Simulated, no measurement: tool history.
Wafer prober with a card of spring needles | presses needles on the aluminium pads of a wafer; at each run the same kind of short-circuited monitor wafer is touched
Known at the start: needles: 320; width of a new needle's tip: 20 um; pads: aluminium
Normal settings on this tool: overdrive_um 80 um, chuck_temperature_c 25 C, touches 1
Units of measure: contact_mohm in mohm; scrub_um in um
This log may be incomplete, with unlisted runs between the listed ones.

Run 1, hour 0: usual settings. Result: contact_mohm 251 mohm, scrub_um 15.18 um.
At hour 2.3: tips cleaned on abrasive film.
At hour 11.3: tips cleaned on abrasive film.
At hour 20.3: tips cleaned on abrasive film.
At hour 29.3: tips cleaned on abrasive film.
At hour 40.5: tips cleaned on abrasive film.
At hour 49.5: tips cleaned on abrasive film.
At hour 58.5: tips cleaned on abrasive film.
At hour 67.4: tips cleaned on abrasive film.
At hour 76.4: tips cleaned on abrasive film.
At hour 85.4: tips cleaned on abrasive film.
Run 2, hour 85.5: usual settings. Result: contact_mohm 253 mohm, scrub_um 15.25 um.
At hour 94.5: tips cleaned on abrasive film.
At hour 105.7: tips cleaned on abrasive film.
At hour 116.9: tips cleaned on abrasive film.
At hour 128.1: tips cleaned on abrasive film.
Run 3, hour 130.7: usual settings but chuck_temperature_c 47 C. Result: contact_mohm 257 mohm, scrub_um 15.22 um.
At hour 137.5: tips cleaned on abrasive film.
At hour 146.5: tips cleaned on abrasive film.
At hour 157.7: tips cleaned on abrasive film.
At hour 166.7: tips cleaned on abrasive film.
At hour 177.9: tips cleaned on abrasive film.
At hour 186.9: tips cleaned on abrasive film.
At hour 195.9: tips cleaned on abrasive film.
Run 4, hour 202.9: usual settings but chuck_temperature_c 47 C. Result: contact_mohm 257 mohm, scrub_um 15.09 um.
At hour 205.2: tips cleaned on abrasive film.
At hour 216.4: tips cleaned on abrasive film.
At hour 225.4: tips cleaned on abrasive film.
At hour 234.4: tips cleaned on abrasive film.
At hour 243.4: tips cleaned on abrasive film.
At hour 252.4: tips cleaned on abrasive film.
Run 5, hour 255.6: usual settings but chuck_temperature_c 47 C. Result: contact_mohm 262 mohm, scrub_um 15.31 um.
At hour 262.4: tips cleaned on abrasive film.
At hour 271.4: tips cleaned on abrasive film.
At hour 282.6: tips cleaned on abrasive film.
At hour 291.5: tips cleaned on abrasive film.
At hour 300.5: tips cleaned on abrasive film.
At hour 309.5: tips cleaned on abrasive film.
At hour 318.5: tips cleaned on abrasive film.
Run 6, hour 324.5: usual settings but chuck_temperature_c 47 C. Result: contact_mohm 259 mohm, scrub_um 15.18 um.
At hour 329.1: tips cleaned on abrasive film.
At hour 338.1: tips cleaned on abrasive film.
At hour 347: tips cleaned on abrasive film.
At hour 356: tips cleaned on abrasive film.
At hour 365: tips cleaned on abrasive film.
At hour 374: tips cleaned on abrasive film.
At hour 383: tips cleaned on abrasive film.
At hour 392: tips cleaned on abrasive film.
At hour 396.7: height of the first contact set anew.
At hour 401.3: tips cleaned on abrasive film.
At hour 410.2: tips cleaned on abrasive film.
At hour 419.2: tips cleaned on abrasive film.
Run 7, hour 420: usual settings but chuck_temperature_c 47 C. Result: contact_mohm 260 mohm, scrub_um 15.31 um.
At hour 429: tips cleaned on abrasive film.
At hour 438: tips cleaned on abrasive film.
At hour 447: tips cleaned on abrasive film.
At hour 458.2: tips cleaned on abrasive film.
At hour 467.1: tips cleaned on abrasive film.
At hour 476.1: tips cleaned on abrasive film.
Run 8, hour 483.1: usual settings but chuck_temperature_c 47 C. Result: contact_mohm 258 mohm, scrub_um 15.22 um.
At hour 485.5: tips cleaned on abrasive film.
At hour 494.5: tips cleaned on abrasive film.
At hour 505.7: tips cleaned on abrasive film.
At hour 516.9: tips cleaned on abrasive film.
At hour 525.9: tips cleaned on abrasive film.
At hour 537.1: tips cleaned on abrasive film.
At hour 546: tips cleaned on abrasive film.
At hour 555: tips cleaned on abrasive film.
Run 9, hour 563.3: usual settings but touches 2. Result: contact_mohm 250 mohm, scrub_um 15.21 um.
At hour 565.7: tips cleaned on abrasive film.
At hour 574.6: tips cleaned on abrasive film.
At hour 585.8: tips cleaned on abrasive film.
At hour 594.8: tips cleaned on abrasive film.
At hour 603.8: tips cleaned on abrasive film.
At hour 612.8: tips cleaned on abrasive film.
At hour 621.8: tips cleaned on abrasive film.
At hour 630.8: tips cleaned on abrasive film.
At hour 642: tips cleaned on abrasive film.
At hour 651: tips cleaned on abrasive film.
At hour 660: tips cleaned on abrasive film.
Run 10, hour 664: usual settings but chuck_temperature_c 80 C. Result: contact_mohm 263 mohm, scrub_um 15.26 um.
At hour 670.8: tips cleaned on abrasive film.
At hour 679.8: tips cleaned on abrasive film.
At hour 688.7: tips cleaned on abrasive film.
At hour 697.7: tips cleaned on abrasive film.
At hour 706.7: tips cleaned on abrasive film.
Run 11, hour 710.2: usual settings but chuck_temperature_c 80 C. Result: contact_mohm 264 mohm, scrub_um 15.11 um.
At hour 717: tips cleaned on abrasive film.
At hour 725.9: tips cleaned on abrasive film.
At hour 734.9: tips cleaned on abrasive film.
At hour 743.9: tips cleaned on abrasive film.
At hour 752.9: tips cleaned on abrasive film.
At hour 761.9: tips cleaned on abrasive film.
At hour 770.9: tips cleaned on abrasive film.
At hour 779.9: tips cleaned on abrasive film.
At hour 788.8: tips cleaned on abrasive film.
Run 12, hour 795.8: usual settings but chuck_temperature_c 80 C. Result: contact_mohm 269 mohm, scrub_um 15.12 um.
At hour 798.1: tips cleaned on abrasive film.
At hour 807.1: tips cleaned on abrasive film.
At hour 816.1: tips cleaned on abrasive film.
At hour 825.1: tips cleaned on abrasive film.
At hour 834.1: tips cleaned on abrasive film.
At hour 843: tips cleaned on abrasive film.
At hour 852: tips cleaned on abrasive film.
At hour 861: tips cleaned on abrasive film.
At hour 870: tips cleaned on abrasive film.
At hour 879: tips cleaned on abrasive film.
Run 13, hour 885: usual settings but chuck_temperature_c 80 C. Result: contact_mohm 266 mohm, scrub_um 15.25 um.
At hour 889.5: tips cleaned on abrasive film.
At hour 900.7: tips cleaned on abrasive film.
At hour 909.7: tips cleaned on abrasive film.
At hour 912.3: height of the first contact set anew.
At hour 919: tips cleaned on abrasive film.
At hour 928: tips cleaned on abrasive film.
At hour 937: tips cleaned on abrasive film.
At hour 946: tips cleaned on abrasive film.
At hour 955: tips cleaned on abrasive film.
At hour 966.2: tips cleaned on abrasive film.
Run 14, hour 971.9: usual settings but touches 3. Result: contact_mohm 253 mohm, scrub_um 15.33 um.
At hour 976.4: tips cleaned on abrasive film.
At hour 985.4: tips cleaned on abrasive film.
At hour 994.4: tips cleaned on abrasive film.
At hour 1005.6: tips cleaned on abrasive film.
At hour 1014.6: tips cleaned on abrasive film.
At hour 1025.8: tips cleaned on abrasive film.
At hour 1034.8: tips cleaned on abrasive film.
At hour 1043.8: tips cleaned on abrasive film.
At hour 1052.7: tips cleaned on abrasive film.
Run 15, hour 1060: usual settings but overdrive_um 68 um, chuck_temperature_c 105 C, touches 2. Result: contact_mohm 279 mohm, scrub_um 12.89 um.
At hour 1062.3: tips cleaned on abrasive film.
At hour 1073.6: tips cleaned on abrasive film.
At hour 1082.5: tips cleaned on abrasive film.
At hour 1093.7: tips cleaned on abrasive film.
At hour 1105: tips cleaned on abrasive film.
At hour 1113.9: tips cleaned on abrasive film.
At hour 1122.9: tips cleaned on abrasive film.
Run 16, hour 1123.8: usual settings but chuck_temperature_c 116 C, touches 2. Result: contact_mohm 278 mohm, scrub_um 15.18 um.
At hour 1132.8: tips cleaned on abrasive film.
At hour 1141.8: tips cleaned on abrasive film.
At hour 1150.8: tips cleaned on abrasive film.
At hour 1159.8: tips cleaned on abrasive film.
At hour 1171: tips cleaned on abrasive film.
At hour 1180: tips cleaned on abrasive film.
At hour 1189: tips cleaned on abrasive film.
At hour 1200.2: tips cleaned on abrasive film.
Run 17, hour 1208.4: usual settings but overdrive_um 92 um, chuck_temperature_c 29 C, touches 2. Result: contact_mohm 247 mohm, scrub_um 17.6 um.
At hour 1210.7: tips cleaned on abrasive film.
At hour 1219.7: tips cleaned on abrasive film.
At hour 1228.7: tips cleaned on abrasive film.
At hour 1239.9: tips cleaned on abrasive film.
At hour 1251.1: tips cleaned on abrasive film.
At hour 1260.1: tips cleaned on abrasive film.
At hour 1269: tips cleaned on abrasive film.
At hour 1278: tips cleaned on abrasive film.
At hour 1289.2: tips cleaned on abrasive film.
Run 18, hour 1295: usual settings but overdrive_um 79 um, chuck_temperature_c 40 C, touches 2. Result: contact_mohm 257 mohm, scrub_um 14.93 um.
At hour 1299.6: tips cleaned on abrasive film.
At hour 1308.6: tips cleaned on abrasive film.
At hour 1317.5: tips cleaned on abrasive film.
At hour 1328.7: tips cleaned on abrasive film.
At hour 1340: tips cleaned on abrasive film.
At hour 1348.9: tips cleaned on abrasive film.
At hour 1357.9: tips cleaned on abrasive film.
At hour 1369.1: tips cleaned on abrasive film.
At hour 1378.1: tips cleaned on abrasive film.
At hour 1387.1: tips cleaned on abrasive film.
At hour 1396.1: tips cleaned on abrasive film.
Run 19, hour 1396.6: usual settings but chuck_temperature_c 26 C, touches 2. Result: contact_mohm 249 mohm, scrub_um 15.21 um.

For run 20, what comes out?
At hour 1405.6: tips cleaned on abrasive film.
At hour 1416.8: tips cleaned on abrasive film.
At hour 1425.8: tips cleaned on abrasive film.
At hour 1426.1: height of the first contact set anew.
At hour 1437.3: tips cleaned on abrasive film.
At hour 1446.3: tips cleaned on abrasive film.
At hour 1455.2: tips cleaned on abrasive film.
At hour 1464.2: tips cleaned on abrasive film.
Run 20, hour 1465.6: usual settings but chuck_temperature_c 29 C. Result: contact_mohm ?, scrub_um ?.

contact_mohm: 252 mohm
scrub_um: 15.29 um
Without the tool's hidden state the same run would have given contact_mohm 252 mohm, scrub_um 15.29 um.
